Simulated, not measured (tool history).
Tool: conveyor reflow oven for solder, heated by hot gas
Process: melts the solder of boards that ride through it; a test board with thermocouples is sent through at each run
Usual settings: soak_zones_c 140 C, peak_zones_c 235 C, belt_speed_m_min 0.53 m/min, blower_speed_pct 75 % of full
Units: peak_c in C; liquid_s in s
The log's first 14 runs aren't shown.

Run 15, hour 149.6: usual settings but peak_zones_c 226 C. Result: peak_c 211.5 C, liquid_s 56.2 s.
At hour 152.8: thermocouples of zones 6 and 7 changed.
Run 16, hour 157.4: usual settings but peak_zones_c 226 C. Result: peak_c 213.6 C, liquid_s 57.9 s.
Run 17, hour 170.1: usual settings but peak_zones_c 226 C, blower_speed_pct 62 % of full. Result: peak_c 210.9 C, liquid_s 54.9 s.
Run 18, hour 180.6: usual settings but soak_zones_c 145 C. Result: peak_c 222.2 C, liquid_s 66 s.
Run 19, hour 189.1: usual settings but soak_zones_c 145 C, peak_zones_c 226 C, belt_speed_m_min 0.51 m/min, blower_speed_pct 55 % of full. Result: peak_c 211.3 C, liquid_s 59.3 s.
Run 20, hour 198.2: usual settings but soak_zones_c 145 C, peak_zones_c 237 C, belt_speed_m_min 0.51 m/min, blower_speed_pct 57 % of full. Result: peak_c 221.4 C, liquid_s 67.7 s.
Run 21, hour 205.9: usual settings but peak_zones_c 231 C, blower_speed_pct 53 % of full. Result: peak_c 213.2 C, liquid_s 55.7 s.
Run 22, hour 214.3: usual settings but peak_zones_c 225 C. Result: peak_c 212.5 C, liquid_s 57.1 s.
Run 23, hour 225.1: usual settings but peak_zones_c 225 C. Result: peak_c 212.9 C, liquid_s 56.8 s.
Run 24, hour 234: usual settings but soak_zones_c 129 C, peak_zones_c 233 C, belt_speed_m_min 0.505 m/min, blower_speed_pct 65 % of full. Result: peak_c 217.4 C, liquid_s 59.3 s.
Run 25, hour 247.7: usual settings but soak_zones_c 129 C, peak_zones_c 233 C, belt_speed_m_min 0.435 m/min, blower_speed_pct 82 % of full. Result: peak_c 224.8 C, liquid_s 77.2 s.
Run 26, hour 261.4: usual settings but soak_zones_c 129 C, peak_zones_c 233 C, belt_speed_m_min 0.435 m/min, blower_speed_pct 69 % of full. Result: peak_c 222 C, liquid_s 75 s.
Run 27, hour 267.6: usual settings but blower_speed_pct 55 % of full. Result: peak_c 216.4 C, liquid_s 59 s.

The next listed run, before its measurement:
Run 28, hour 279.7: usual settings but peak_zones_c 246 C, belt_speed_m_min 0.504 m/min. Result: peak_c ?, liquid_s ?.

{"run 28": {"peak_c": 232.7, "liquid_s": 73.6}}
Without the tool's hidden state the same run would have given peak_c 232.9 C, liquid_s 73.7 s.
